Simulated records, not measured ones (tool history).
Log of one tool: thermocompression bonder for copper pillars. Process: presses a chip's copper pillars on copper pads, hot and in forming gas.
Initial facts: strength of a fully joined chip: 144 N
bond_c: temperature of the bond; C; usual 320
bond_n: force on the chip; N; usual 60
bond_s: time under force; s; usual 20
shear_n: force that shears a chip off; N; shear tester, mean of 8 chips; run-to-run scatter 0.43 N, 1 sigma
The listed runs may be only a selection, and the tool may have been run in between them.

{"run": 1, "hour": 0.0, "bond_c": 320, "bond_n": 60, "bond_s": 20, "shear_n": 82.8}
{"run": 2, "hour": 34.1, "bond_c": 320, "bond_n": 45, "bond_s": 20, "shear_n": 71.2}
{"run": 3, "hour": 67.3, "bond_c": 320, "bond_n": 50, "bond_s": 20, "shear_n": 75.5}
{"run": 4, "hour": 119.4, "bond_c": 320, "bond_n": 60, "bond_s": 20, "shear_n": 83.0}
{"run": 5, "hour": 157.6, "bond_c": 320, "bond_n": 60, "bond_s": 16, "shear_n": 77.0}
{"run": 6, "hour": 205.5, "bond_c": 320, "bond_n": 60, "bond_s": 20, "shear_n": 82.1}
{"run": 7, "hour": 251.3, "bond_c": 310, "bond_n": 60, "bond_s": 20, "shear_n": 75.0}
{"run": 8, "hour": 298.5, "bond_c": 344, "bond_n": 60, "bond_s": 20, "shear_n": 100.8}
{"hour": 327.1, "done": "forming gas filter changed"}
{"run": 9, "hour": 351.8, "bond_c": 320, "bond_n": 60, "bond_s": 20, "shear_n": 82.9}
{"run": 10, "hour": 388.3, "bond_c": 320, "bond_n": 60, "bond_s": 20, "shear_n": 82.9}
{"run": 11, "hour": 421.6, "bond_c": 320, "bond_n": 60, "bond_s": 14, "shear_n": 73.4}
{"run": 12, "hour": 467.3, "bond_c": 320, "bond_n": 60, "bond_s": 14, "shear_n": 74.0}
{"run": 13, "hour": 501.0, "bond_c": 320, "bond_n": 60, "bond_s": 14, "shear_n": 73.8}
{"run": 14, "hour": 535.0, "bond_c": 320, "bond_n": 46, "bond_s": 20, "shear_n": 71.9}
{"run": 15, "hour": 560.9, "bond_c": 294, "bond_n": 60, "bond_s": 20, "shear_n": 62.4}
{"run": 16, "hour": 607.5, "bond_c": 294, "bond_n": 60, "bond_s": 20, "shear_n": 61.9}
{"run": 17, "hour": 653.7, "bond_c": 294, "bond_n": 60, "bond_s": 20, "shear_n": 62.7}
{"run": 18, "hour": 681.2, "bond_c": 294, "bond_n": 60, "bond_s": 20, "shear_n": 62.3}
{"run": 19, "hour": 711.7, "bond_c": 320, "bond_n": 60, "bond_s": 20, "shear_n": 82.1}
{"run": 20, "hour": 733.9, "bond_c": 320, "bond_n": 60, "bond_s": 20, "shear_n": 82.3}
{"run": 21, "hour": 771.6, "bond_c": 320, "bond_n": 60, "bond_s": 41, "shear_n": 101.3}
{"run": 22, "hour": 800.9, "bond_c": 304, "bond_n": 52, "bond_s": 37, "shear_n": 79.5}
{"run": 23, "hour": 849.5, "bond_c": 327, "bond_n": 52, "bond_s": 37, "shear_n": 96.7}
{"run": 24, "hour": 898.5, "bond_c": 327, "bond_n": 52, "bond_s": 37, "shear_n": 96.4}
{"run": 25, "hour": 938.9, "bond_c": 327, "bond_n": 72, "bond_s": 37, "shear_n": 110.5}
{"run": 26, "hour": 961.9, "bond_c": 294, "bond_n": 60, "bond_s": 59, "shear_n": 88.0}
{"run": 27, "hour": 989.7, "bond_c": 295, "bond_n": 60, "bond_s": 16, "shear_n": 57.9}
{"run": 28, "hour": 1029.4, "bond_c": 331, "bond_n": 60, "bond_s": 13, "shear_n": 78.7}
{"run": 29, "hour": 1051.8, "bond_c": 305, "bond_n": 80, "bond_s": 37, "shear_n": 97.2}
{"run": 30, "hour": 1080.0, "bond_c": 304, "bond_n": 60, "bond_s": 24, "shear_n": 72.9}
{"run": 31, "hour": 1133.8, "bond_c": 343, "bond_n": 60, "bond_s": 20, "shear_n": 97.5}
{"run": 32, "hour": 1161.2, "bond_c": 302, "bond_n": 60, "bond_s": 24, "shear_n": 72.1}
{"run": 33, "hour": 1209.3, "bond_c": 302, "bond_n": 60, "bond_s": 24, "shear_n": 72.6}
{"run": 34, "hour": 1246.8, "bond_c": 295, "bond_n": 57, "bond_s": 20, "shear_n": 60.8}
{"hour": 1255.1, "done": "forming gas filter changed"}
{"run": 35, "hour": 1283.3, "bond_c": 292, "bond_n": 60, "bond_s": 20, "shear_n": 60.0}
{"run": 36, "hour": 1326.2, "bond_c": 321, "bond_n": 42, "bond_s": 25, "shear_n": 73.4}
{"run": 37, "hour": 1353.4, "bond_c": 321, "bond_n": 60, "bond_s": 48, "shear_n": 105.3}
{"run": 38, "hour": 1405.4, "bond_c": 321, "bond_n": 60, "bond_s": 48, "shear_n": 104.3}
{"run": 39, "hour": 1458.5, "bond_c": 320, "bond_n": 51, "bond_s": 20, "shear_n": 74.8}

Pick out some run-to-run changes in shear_n. Of each, how much would a tool without hidden state show as well, from the settings, what came in and chance, and how much is left for the hidden state and any gauge scatter not in both results compared?
The hidden state here: true temperature of the bond over the reading, C; force that reaches the chip, % of what is set; oxide that the forming gas leaves, % of the face; drift of the gauge itself on shear_n, %.
Run 26 -> 27: bond_c 294 -> 295, bond_s 59 -> 16. shear_n -30.1 N: hidden state +0.5, all else -30.6.
Run 30 -> 31: bond_c 304 -> 343, bond_s 24 -> 20. shear_n +24.6 N: hidden state -0.6, all else +25.2.
Run 31 -> 32: bond_c 343 -> 302, bond_s 20 -> 24. shear_n -25.4 N: hidden state +0.6, all else -26.0.
Run 36 -> 37: bond_n 42 -> 60, bond_s 25 -> 48. shear_n +31.9 N: hidden state -0.8, all else +32.7.
Run 38 -> 39: bond_c 321 -> 320, bond_n 60 -> 51, bond_s 48 -> 20. shear_n -29.5 N: hidden state +0.6, all else -30.1.
